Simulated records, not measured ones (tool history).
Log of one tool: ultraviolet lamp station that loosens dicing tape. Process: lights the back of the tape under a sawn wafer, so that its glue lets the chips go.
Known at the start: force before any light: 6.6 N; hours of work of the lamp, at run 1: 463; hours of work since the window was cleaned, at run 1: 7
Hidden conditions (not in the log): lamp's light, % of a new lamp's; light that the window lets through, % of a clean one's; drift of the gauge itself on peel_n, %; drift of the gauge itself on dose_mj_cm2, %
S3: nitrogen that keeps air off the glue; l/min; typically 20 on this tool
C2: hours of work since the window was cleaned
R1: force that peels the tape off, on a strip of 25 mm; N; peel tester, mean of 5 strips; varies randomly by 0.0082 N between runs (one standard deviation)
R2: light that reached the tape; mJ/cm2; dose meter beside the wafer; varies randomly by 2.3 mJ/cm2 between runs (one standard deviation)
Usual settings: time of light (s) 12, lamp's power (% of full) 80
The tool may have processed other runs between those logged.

run 1 hour=0.0 | time_of_light_(s)=12 lamp's_power_(%_of_full)=80 S3=20 | hours_of_work_of_the_lamp=463 C2=7 | R1=0.363 R2=223
run 2 hour=18.9 | time_of_light_(s)=12 lamp's_power_(%_of_full)=80 S3=20 | hours_of_work_of_the_lamp=471 C2=15 | R1=0.360 R2=221
run 3 hour=64.6 | time_of_light_(s)=12 lamp's_power_(%_of_full)=80 S3=18 | hours_of_work_of_the_lamp=489 C2=34 | R1=0.425 R2=221
run 4 hour=107.7 | time_of_light_(s)=12 lamp's_power_(%_of_full)=80 S3=27 | hours_of_work_of_the_lamp=507 C2=51 | R1=0.327 R2=220
run 5 hour=149.6 | time_of_light_(s)=12 lamp's_power_(%_of_full)=80 S3=20 | hours_of_work_of_the_lamp=525 C2=69 | R1=0.408 R2=220
run 6 hour=194.4 | time_of_light_(s)=12 lamp's_power_(%_of_full)=80 S3=20 | hours_of_work_of_the_lamp=543 C2=87 | R1=0.406 R2=216
-- hour=198.8 window cleaned of glue's vapour
run 7 hour=233.9 | time_of_light_(s)=12 lamp's_power_(%_of_full)=80 S3=20 | hours_of_work_of_the_lamp=559 C2=15 | R1=0.416 R2=210
run 8 hour=262.8 | time_of_light_(s)=12 lamp's_power_(%_of_full)=80 S3=20 | hours_of_work_of_the_lamp=571 C2=26 | R1=0.433 R2=207
run 9 hour=284.4 | time_of_light_(s)=10 lamp's_power_(%_of_full)=80 S3=20 | hours_of_work_of_the_lamp=580 C2=35 | R1=0.567 R2=173
run 10 hour=318.3 | time_of_light_(s)=10 lamp's_power_(%_of_full)=80 S3=20 | hours_of_work_of_the_lamp=594 C2=49 | R1=0.615 R2=167
run 11 hour=340.3 | time_of_light_(s)=9 lamp's_power_(%_of_full)=80 S3=16 | hours_of_work_of_the_lamp=603 C2=58 | R1=0.865 R2=151
run 12 hour=368.3 | time_of_light_(s)=9 lamp's_power_(%_of_full)=80 S3=9 | hours_of_work_of_the_lamp=615 C2=70 | R1=1.207 R2=154
-- hour=397.6 window cleaned of glue's vapour, once more
run 13 hour=405.1 | time_of_light_(s)=11 lamp's_power_(%_of_full)=68 S3=6 | hours_of_work_of_the_lamp=630 C2=3 | R1=1.302 R2=171
run 14 hour=425.0 | time_of_light_(s)=11 lamp's_power_(%_of_full)=68 S3=6 | hours_of_work_of_the_lamp=638 C2=11 | R1=1.275 R2=171
run 15 hour=444.5 | time_of_light_(s)=23 lamp's_power_(%_of_full)=73 S3=24 | hours_of_work_of_the_lamp=646 C2=19 | R1=0.215 R2=380
run 16 hour=472.4 | time_of_light_(s)=11 lamp's_power_(%_of_full)=72 S3=14 | hours_of_work_of_the_lamp=657 C2=31 | R1=0.720 R2=178
run 17 hour=492.2 | time_of_light_(s)=12 lamp's_power_(%_of_full)=85 S3=7 | hours_of_work_of_the_lamp=666 C2=39 | R1=0.722 R2=230
run 18 hour=518.1 | time_of_light_(s)=8 lamp's_power_(%_of_full)=77 S3=35 | hours_of_work_of_the_lamp=676 C2=50 | R1=0.650 R2=135
run 19 hour=564.3 | time_of_light_(s)=12 lamp's_power_(%_of_full)=73 S3=7 | hours_of_work_of_the_lamp=695 C2=69 | R1=0.944 R2=194
run 20 hour=604.6 | time_of_light_(s)=12 lamp's_power_(%_of_full)=73 S3=7 | hours_of_work_of_the_lamp=712 C2=85 | R1=0.984 R2=193

3 ways to go on from here, each from the tool as it stands after run 20. What would each give?
run A hour=640.5 | time_of_light_(s)=15 lamp's_power_(%_of_full)=73 S3=7 | hours_of_work_of_the_lamp=727 C2=100 | R1=? R2=?
run B hour=640.5 | time_of_light_(s)=12 lamp's_power_(%_of_full)=62 S3=7 | hours_of_work_of_the_lamp=727 C2=100 | R1=? R2=?
run C hour=640.5 | time_of_light_(s)=12 lamp's_power_(%_of_full)=98 S3=35 | hours_of_work_of_the_lamp=727 C2=100 | R1=? R2=?

run=A R1=0.673 R2=236
run=B R1=1.277 R2=159
run=C R1=0.271 R2=256
What these runs would have given with no unlogged condition in the tool:
run=A R1=0.498 R2=278
run=B R1=0.989 R2=187
run=C R1=0.242 R2=301
